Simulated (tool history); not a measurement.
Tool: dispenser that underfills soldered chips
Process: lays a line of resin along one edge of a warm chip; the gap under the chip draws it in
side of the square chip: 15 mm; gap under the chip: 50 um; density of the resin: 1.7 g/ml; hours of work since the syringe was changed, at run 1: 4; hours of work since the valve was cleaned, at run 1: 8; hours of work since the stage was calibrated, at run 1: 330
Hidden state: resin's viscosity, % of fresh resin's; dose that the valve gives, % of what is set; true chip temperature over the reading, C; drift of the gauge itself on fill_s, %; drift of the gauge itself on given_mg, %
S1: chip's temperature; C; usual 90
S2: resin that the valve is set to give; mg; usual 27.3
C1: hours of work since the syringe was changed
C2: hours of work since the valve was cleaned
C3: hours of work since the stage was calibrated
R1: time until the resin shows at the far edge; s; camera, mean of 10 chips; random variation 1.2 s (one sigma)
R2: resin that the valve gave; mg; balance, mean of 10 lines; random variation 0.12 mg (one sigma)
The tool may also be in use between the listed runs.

run,hour,S1,S2,C1,C2,C3,R1,R2
1,0,90,27.3,4,8,330,147.6,27.21
# hour 3.7: new syringe of resin
2,8.3,90,27.3,4,14,337,143.8,27.03
# hour 11.6: new syringe of resin
3,14.3,90,32.9,2,19,341,128.1,32.28
# hour 20.2: new syringe of resin
4,25.2,90,32.9,4,27,349,146.8,32.2
# hour 28.1: new syringe of resin
5,33.9,90,27.6,5,34,356,157.8,27.03
# hour 35.8: new syringe of resin
6,40.3,90,27.6,4,39,361,147.4,26.76
# hour 44.3: new syringe of resin
7,50.2,90,27.3,5,47,369,160.5,26.33
# hour 52.2: new syringe of resin
# hour 60: new syringe of resin
8,61.7,90,27.3,1,55,377,125.6,26.15
# hour 67.8: new syringe of resin
9,69.1,90,27.3,1,61,383,120.7,26.14
# hour 75.5: new syringe of resin
10,78.6,90,27.3,2,68,390,133.3,26.06
# hour 83.3: new syringe of resin
11,85.3,90,27.3,2,73,395,128.8,25.92
12,89.9,90,27.3,5,77,399,163.7,25.65
# hour 91.2: new syringe of resin
# hour 99.2: new syringe of resin
13,100.4,90,27.3,1,85,407,123.2,25.19
# hour 107: dispensing valve cleaned and set on the balance
# hour 108: new syringe of resin
14,112.5,90,27.3,4,4,415,144.2,27.24
# hour 115.7: new syringe of resin
15,119.7,90,27.3,3,10,421,142.8,27.04
# hour 123.3: new syringe of resin
16,125.8,90,27.3,2,14,425,128.8,26.87
# hour 131.6: new syringe of resin
17,135.4,90,27.3,3,22,433,139.1,26.81
# hour 139.3: new syringe of resin
18,141.3,101,28.7,2,26,437,87.6,28.16
19,145.8,90,34.8,5,30,441,153.1,34.13
# hour 147.3: new syringe of resin
# hour 154.9: new syringe of resin
20,154.9,77,24.7,0,36,447,182.7,24.11
21,160.4,75,34.9,4,41,452,254,33.7
# hour 162.7: new syringe of resin
22,167.3,102,26.7,4,46,457,100.1,25.82
# hour 170.7: new syringe of resin
23,174.8,102,26.7,3,52,463,95.9,25.56
# hour 178.6: new syringe of resin
24,181.7,82,27.3,3,57,468,183.5,26.2
# hour 186.2: new syringe of resin
25,187.5,98,34.8,1,61,472,89.2,33.2
26,193.2,98,34.8,6,66,477,125.7,33.16
# hour 194.3: new syringe of resin
# hour 200.2: stage's temperature calibrated
# hour 203.5: new syringe of resin
27,204.2,98,34.8,1,73,3,91.7,32.92
# hour 211.8: new syringe of resin
28,212.6,90,35.4,1,80,9,124.8,33.18
# hour 219.4: new syringe of resin
29,220,79,23.3,0,85,15,197.7,21.76
# hour 225.8: dispensing valve cleaned and set on the balance
# hour 228.5: new syringe of resin
30,229.6,90,27.7,1,3,22,128.5,27.5
31,234.5,98,23.9,5,7,25,135,23.56
# hour 236.3: new syringe of resin
32,242.7,100,31.1,5,13,32,121.2,30.73
# hour 244.8: new syringe of resin
33,251.9,104,32.3,6,20,39,111.2,31.93

Measured less the same run without the tool's hidden state. The same run-to-run variation is in both; the gauge's scatter may not be:
run,R1,R2
1,+28.3,-0.14
2,+26.3,-0.27
3,+12.5,-0.44
4,+30,-0.66
5,+38.8,-0.69
6,+26.3,-0.79
7,+40.2,-0.95
8,+6.4,-1.15
9,+2.1,-1.28
10,+14.6,-1.45
11,+8.8,-1.56
12,+45.9,-1.63
13,+4.1,-1.79
14,+24.6,-0.06
15,+23.2,-0.17
16,+9.6,-0.26
17,+19.2,-0.42
18,+3.8,-0.54
19,+38.1,-0.76
20,-9.9,-0.68
21,+54.8,-1.07
22,+18.7,-0.93
23,+16.1,-1.04
24,+21.8,-1.19
25,+1.4,-1.65
26,+35.6,-1.78
27,+4.3,-1.97
28,+8.7,-2.17
29,+12.6,-1.54
30,+9.8,-0.07
31,+40.1,-0.13
32,+37.1,-0.32
33,+36.7,-0.53

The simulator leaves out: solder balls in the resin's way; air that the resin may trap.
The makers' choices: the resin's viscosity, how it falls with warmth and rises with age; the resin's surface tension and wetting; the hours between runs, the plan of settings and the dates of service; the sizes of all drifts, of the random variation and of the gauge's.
